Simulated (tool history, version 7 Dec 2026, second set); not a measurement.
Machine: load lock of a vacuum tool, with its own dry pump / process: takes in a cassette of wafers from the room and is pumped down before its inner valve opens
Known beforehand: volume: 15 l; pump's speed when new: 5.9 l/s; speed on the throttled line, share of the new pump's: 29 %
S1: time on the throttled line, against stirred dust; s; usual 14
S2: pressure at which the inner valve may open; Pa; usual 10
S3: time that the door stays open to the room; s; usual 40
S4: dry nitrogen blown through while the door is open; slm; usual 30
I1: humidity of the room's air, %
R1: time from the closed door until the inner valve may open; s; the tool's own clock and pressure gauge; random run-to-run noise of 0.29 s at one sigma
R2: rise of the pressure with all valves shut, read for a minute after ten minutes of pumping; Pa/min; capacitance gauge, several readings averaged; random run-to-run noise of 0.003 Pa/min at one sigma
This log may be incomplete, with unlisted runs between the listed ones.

run    hour  S1  S2   S3  S4    I1    R1     R2
  1     0.0  14  10   40  30  46.2  34.0  0.021
  2   344.2  14  10   40  30  46.6  33.4  0.024
  3   704.8  14  10   40  30  46.5  33.7  0.027
  4  1067.5  14  10  173  30  47.7  33.8  0.044
  5  1325.5  14  10  173  30  43.6  33.5  0.047
  6  1627.1  14  10  173  30  46.3  33.4  0.051
  7  2033.0  14  10  173  30  47.4  33.8  0.054
  8  2464.7  15   9   31  45  44.7  34.2  0.021
  9  2751.4  15   9   31  45  41.5  34.4  0.021
 10  3176.2  15   9   30  45  44.7  34.9  0.024
 11  3528.5  10   9   30  45  44.5  31.4  0.018
 12  3866.6  10   9   30  45  42.2  30.7  0.021
     3937.5  -- door's seal changed, seat wiped
 13  4206.0  10   9   30  45  46.4  30.7  0.020
 14  4625.5  10   9   30  45  46.6  30.5  0.023

Predict each of these 3 candidate next runs independently; none follows another, all start after run 14:
  A  4805.0  19  10   40  30  42.1   ?   ?
  B  4805.0  13   9   30  45  44.4   ?   ?
  C  4805.0  10   9  135  45  42.1   ?   ?

run    R1     R2
  A  36.8  0.028
  B  33.0  0.024
  C  31.2  0.032
Had the tool no hidden state, the same runs would have come out as:
run    R1     R2
  A  36.8  0.028
  B  33.0  0.024
  C  31.2  0.032
